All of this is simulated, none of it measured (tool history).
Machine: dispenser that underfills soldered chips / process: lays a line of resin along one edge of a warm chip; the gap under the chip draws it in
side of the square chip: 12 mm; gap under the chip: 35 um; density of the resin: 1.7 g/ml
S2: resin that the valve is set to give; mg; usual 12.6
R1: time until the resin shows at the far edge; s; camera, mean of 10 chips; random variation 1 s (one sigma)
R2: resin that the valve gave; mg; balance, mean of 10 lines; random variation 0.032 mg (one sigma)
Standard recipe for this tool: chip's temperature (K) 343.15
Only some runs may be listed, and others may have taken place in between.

{"run": 1, "hour": 0.0, "chip's temperature (K)": 343.15, "S2": 12.6, "R1": 104.2, "R2": 12.41}
{"run": 2, "hour": 4.3, "chip's temperature (K)": 339.15, "S2": 12.6, "R1": 154, "R2": 12.36}
{"run": 3, "hour": 9.7, "chip's temperature (K)": 339.15, "S2": 14, "R1": 186.8, "R2": 13.7}
{"hour": 14.4, "done": "new syringe of resin"}
{"run": 4, "hour": 17.2, "chip's temperature (K)": 339.15, "S2": 14, "R1": 124.6, "R2": 13.63}
{"run": 5, "hour": 21.3, "chip's temperature (K)": 343.15, "S2": 12.6, "R1": 123.2, "R2": 12.24}
{"run": 6, "hour": 30.0, "chip's temperature (K)": 332.15, "S2": 12.6, "R1": 310.9, "R2": 12.25}
{"hour": 31.0, "done": "new syringe of resin"}
{"hour": 33.7, "done": "dispensing valve cleaned and set on the balance"}
{"run": 7, "hour": 39.9, "chip's temperature (K)": 329.15, "S2": 12.6, "R1": 263, "R2": 12.6}
{"run": 8, "hour": 45.8, "chip's temperature (K)": 329.15, "S2": 12.6, "R1": 337.8, "R2": 12.53}
{"hour": 48.5, "done": "new syringe of resin"}
{"run": 9, "hour": 51.0, "chip's temperature (K)": 351.15, "S2": 12.6, "R1": 70.8, "R2": 12.54}
{"run": 10, "hour": 56.9, "chip's temperature (K)": 351.15, "S2": 12.6, "R1": 90.6, "R2": 12.48}
{"hour": 65.5, "done": "new syringe of resin"}
{"run": 11, "hour": 66.1, "chip's temperature (K)": 351.15, "S2": 12.6, "R1": 64.6, "R2": 12.37}
{"run": 12, "hour": 74.3, "chip's temperature (K)": 351.15, "S2": 12.6, "R1": 87.9, "R2": 12.34}
{"hour": 82.2, "done": "new syringe of resin"}
{"run": 13, "hour": 82.9, "chip's temperature (K)": 343.15, "S2": 12.6, "R1": 95.3, "R2": 12.33}
{"run": 14, "hour": 89.6, "chip's temperature (K)": 343.15, "S2": 12.6, "R1": 127.8, "R2": 12.3}
{"run": 15, "hour": 94.6, "chip's temperature (K)": 343.15, "S2": 12.6, "R1": 155.5, "R2": 12.31}
{"hour": 98.6, "done": "new syringe of resin"}
{"run": 16, "hour": 102.3, "chip's temperature (K)": 343.15, "S2": 12.6, "R1": 106.9, "R2": 12.21}
{"hour": 106.9, "done": "dispensing valve cleaned and set on the balance"}
{"run": 17, "hour": 107.8, "chip's temperature (K)": 343.15, "S2": 12.6, "R1": 131.4, "R2": 12.56}
{"run": 18, "hour": 113.1, "chip's temperature (K)": 343.15, "S2": 12.6, "R1": 160.6, "R2": 12.54}
{"hour": 116.5, "done": "new syringe of resin"}
{"run": 19, "hour": 120.4, "chip's temperature (K)": 340.15, "S2": 12, "R1": 124.4, "R2": 11.88}
{"run": 20, "hour": 127.9, "chip's temperature (K)": 340.15, "S2": 12, "R1": 169, "R2": 11.83}
{"hour": 133.3, "done": "new syringe of resin"}
{"run": 21, "hour": 133.3, "chip's temperature (K)": 331.15, "S2": 11.1, "R1": 175.6, "R2": 10.97}
{"run": 22, "hour": 139.5, "chip's temperature (K)": 331.15, "S2": 11.1, "R1": 230.5, "R2": 10.9}
{"run": 23, "hour": 143.8, "chip's temperature (K)": 345.15, "S2": 13.3, "R1": 128.3, "R2": 13.03}
{"hour": 149.9, "done": "new syringe of resin"}
{"run": 24, "hour": 151.0, "chip's temperature (K)": 339.15, "S2": 12, "R1": 117.7, "R2": 11.67}
{"run": 25, "hour": 156.4, "chip's temperature (K)": 339.15, "S2": 12, "R1": 143.3, "R2": 11.69}
{"run": 26, "hour": 165.4, "chip's temperature (K)": 332.15, "S2": 12.1, "R1": 302.3, "R2": 11.72}
{"hour": 166.9, "done": "new syringe of resin"}
{"run": 27, "hour": 173.6, "chip's temperature (K)": 332.15, "S2": 12.1, "R1": 215.7, "R2": 11.6}
{"hour": 179.8, "done": "dispensing valve cleaned and set on the balance"}
{"run": 28, "hour": 179.8, "chip's temperature (K)": 345.15, "S2": 11.5, "R1": 138.2, "R2": 11.52}
{"hour": 184.6, "done": "new syringe of resin"}
{"run": 29, "hour": 187.7, "chip's temperature (K)": 329.15, "S2": 11.8, "R1": 213.6, "R2": 11.8}
{"run": 30, "hour": 191.6, "chip's temperature (K)": 335.15, "S2": 11.1, "R1": 185.5, "R2": 11.04}
{"run": 31, "hour": 199.3, "chip's temperature (K)": 358.15, "S2": 14.2, "R1": 81, "R2": 14.06}
{"hour": 201.3, "done": "new syringe of resin"}
{"run": 32, "hour": 205.9, "chip's temperature (K)": 355.15, "S2": 11.5, "R1": 62.1, "R2": 11.38}
{"run": 33, "hour": 210.2, "chip's temperature (K)": 337.15, "S2": 14.5, "R1": 171, "R2": 14.29}
{"run": 34, "hour": 214.5, "chip's temperature (K)": 332.15, "S2": 15.7, "R1": 267.2, "R2": 15.4}

Forecast each of these 4 alternatives for the next run:
{"hour": 217.9, "done": "new syringe of resin"}
{"run": "A", "hour": 224.6, "chip's temperature (K)": 342.15, "S2": 11.6, "R1": "?", "R2": "?"}
{"hour": 217.9, "done": "new syringe of resin"}
{"run": "B", "hour": 224.6, "chip's temperature (K)": 336.15, "S2": 11.5, "R1": "?", "R2": "?"}
{"hour": 217.9, "done": "new syringe of resin"}
{"run": "C", "hour": 224.6, "chip's temperature (K)": 349.15, "S2": 12.3, "R1": "?", "R2": "?"}
{"hour": 217.9, "done": "new syringe of resin"}
{"run": "D", "hour": 224.6, "chip's temperature (K)": 344.15, "S2": 15.5, "R1": "?", "R2": "?"}

run=A R1=125.5 R2=11.32
run=B R1=173.9 R2=11.26
run=C R1=89.9 R2=12.06
run=D R1=112.8 R2=15.25
Had the tool no hidden state, the same runs would have come out as:
run=A R1=102.5 R2=11.56
run=B R1=142.5 R2=11.5
run=C R1=73.3 R2=12.32
run=D R1=92.6 R2=15.58
